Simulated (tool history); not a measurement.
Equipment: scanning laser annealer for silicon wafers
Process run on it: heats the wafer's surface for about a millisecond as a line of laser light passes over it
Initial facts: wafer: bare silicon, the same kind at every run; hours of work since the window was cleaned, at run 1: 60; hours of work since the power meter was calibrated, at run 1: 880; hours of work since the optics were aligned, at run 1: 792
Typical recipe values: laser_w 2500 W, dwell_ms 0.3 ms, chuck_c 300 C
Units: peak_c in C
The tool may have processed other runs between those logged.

run    hour  laser_w  dwell_ms  chuck_c  hours of work since the window was cleaned  hours of work since the power meter was calibrated  hours of work since the optics were aligned  peak_c
  1       0     2500       0.3      300                                          60                                                 880                                          792    1004
  2    51.9     2197       0.3      300                                          92                                                 911                                          824     921
  3    85.3     2197       0.3      300                                         112                                                 932                                          845     914
  4   123.9     2197       0.3      300                                         136                                                 955                                          868     914
  5   168.4     2197       0.3      300                                         163                                                 983                                          895     915
  6   210.8     2500       0.3      300                                         189                                                1008                                          921    1005
  7   244.1     2500       0.3      300                                         209                                                1029                                          941    1007
  8   266.4     2178       0.3      300                                         223                                                1042                                          955     909
  9   311.9     2178       0.3      300                                         250                                                1070                                          983     913
 10   350.4     2500       0.3      280                                         274                                                1094                                         1006     986
 11     401     2500       0.3      319                                         305                                                1124                                         1037    1025
 12   445.8     2500       0.3      319                                         332                                                1152                                         1064    1025
 13   472.3     2500       0.3      319                                         348                                                1168                                         1081    1022
 14   515.7     2500       0.3      299                                         375                                                1194                                         1107    1001
 15   540.9     2500       0.3      299                                         390                                                1210                                         1122    1002
 16   570.2     2344       0.3      300                                         408                                                1228                                         1140     956
 17   606.4     2344       0.3      300                                         430                                                1250                                         1162     958
      628.3  -- window over the wafer cleaned
 18   634.5     2344       0.3      282                                           4                                                1266                                         1178     942
 19   657.1     2500       0.3      320                                          18                                                1279                                         1192    1025
 20   701.8     2500       0.3      300                                          45                                                1307                                         1219    1003
 21   734.8     2500       0.3      300                                          65                                                1327                                         1239    1005
 22   769.2     2170     0.306      302                                          86                                                1348                                         1260     920
 23   793.1     2170     0.306      268                                         101                                                1362                                         1275     884
 24   826.1     2671     0.243      300                                         121                                                1382                                         1295     972
 25   873.6     2289       0.3      301                                         150                                                1411                                         1324     944
 26   912.6     2338     0.284      300                                         173                                                1435                                         1348     936
 27   961.5     2300      0.32      323                                         203                                                1465                                         1378     995
 28   983.6     2300      0.32      323                                         217                                                1479                                         1391     990
 29  1028.4     2436     0.334      275                                         244                                                1506                                         1419    1005
 30  1064.7     2500       0.3      308                                         266                                                1528                                         1441    1015
 31  1090.3     2500       0.3      308                                         282                                                1544                                         1456    1012
 32  1119.7     2500       0.3      308                                         300                                                1562                                         1474    1010
 33  1148.4     2500     0.328      281                                         317                                                1579                                         1492    1018
 34  1188.9     2500     0.328      281                                         342                                                1604                                         1516    1021
 35  1229.7     2500     0.317      300                                         367                                                1629                                         1541    1025
 36  1259.7     2343     0.273      300                                         385                                                1647                                         1560     925
 37  1308.9     2343     0.273      338                                         415                                                1677                                         1590     965
 38  1343.6     2343     0.328      288                                         436                                                1698                                         1611     981
     1356.5  -- window over the wafer cleaned
 39    1375     2343     0.331      288                                          11                                                1716                                         1629     982
     1383.5  -- optics aligned, line set to its width
 40  1409.5     2343     0.331      288                                          29                                                1734                                           16     984

Each row is a separate what-if for the run after 40, all from the same tool condition, not one after another. Results?
  A  1444.4     2500     0.244      300                                          51                                                1755                                           37       ?
  B  1444.4     2653     0.215      288                                          51                                                1755                                           37       ?
  C  1444.4     2167     0.239      299                                          51                                                1755                                           37       ?

run  peak_c
  A     931
  B     915
  C     835
Without the tool's hidden state the same runs would have given:
run  peak_c
  A     931
  B     915
  C     835
